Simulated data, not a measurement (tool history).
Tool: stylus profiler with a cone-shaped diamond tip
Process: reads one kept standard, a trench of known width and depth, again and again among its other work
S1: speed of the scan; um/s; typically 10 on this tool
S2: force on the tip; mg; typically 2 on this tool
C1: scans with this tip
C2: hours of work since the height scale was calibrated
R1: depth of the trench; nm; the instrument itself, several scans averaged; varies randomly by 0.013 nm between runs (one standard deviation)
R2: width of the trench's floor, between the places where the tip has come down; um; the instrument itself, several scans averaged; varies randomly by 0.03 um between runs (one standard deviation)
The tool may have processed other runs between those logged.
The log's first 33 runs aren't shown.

run	hour	S1	S2	C1	C2	R1	R2
34	621.9	8	1.14	5477	195	100.39	98.44
35	643.9	8	1.14	5557	212	100.35	98.41
36	665	8	1.14	5634	228	100.36	98.41
37	679	9	2.18	5685	239	100.63	98.44
38	699.5	8	5.57	5759	254	101.21	98.46
39	716.6	8	1.49	5821	267	100.46	98.4
40	741.4	8	1.49	5911	286	100.44	98.43
41	765.2	8	1.49	5998	304	100.44	98.38
42	776.6	13	3.24	6039	313	100.8	98.44
43	800	36	4.23	6124	331	100.96	98.35
44	825.1	13	1.68	6216	350	100.47	98.39
45	839.4	13	1.68	6267	361	100.45	98.4
46	852.8	13	1.68	6316	371	100.45	98.35

3 ways to go on from here, each from the tool as it stands after run 46. What would each give?
A	874.2	38	2	6394	387	?	?
B	874.2	13	0.71	6394	387	?	?
C	874.2	36	3.65	6394	387	?	?

run	R1	R2
A	100.54	98.21
B	100.21	98.33
C	100.88	98.28
Take away the tool's hidden state, keep each run's random variation, and the runs would have read:
run	R1	R2
A	100.66	98.53
B	100.33	98.65
C	101	98.6
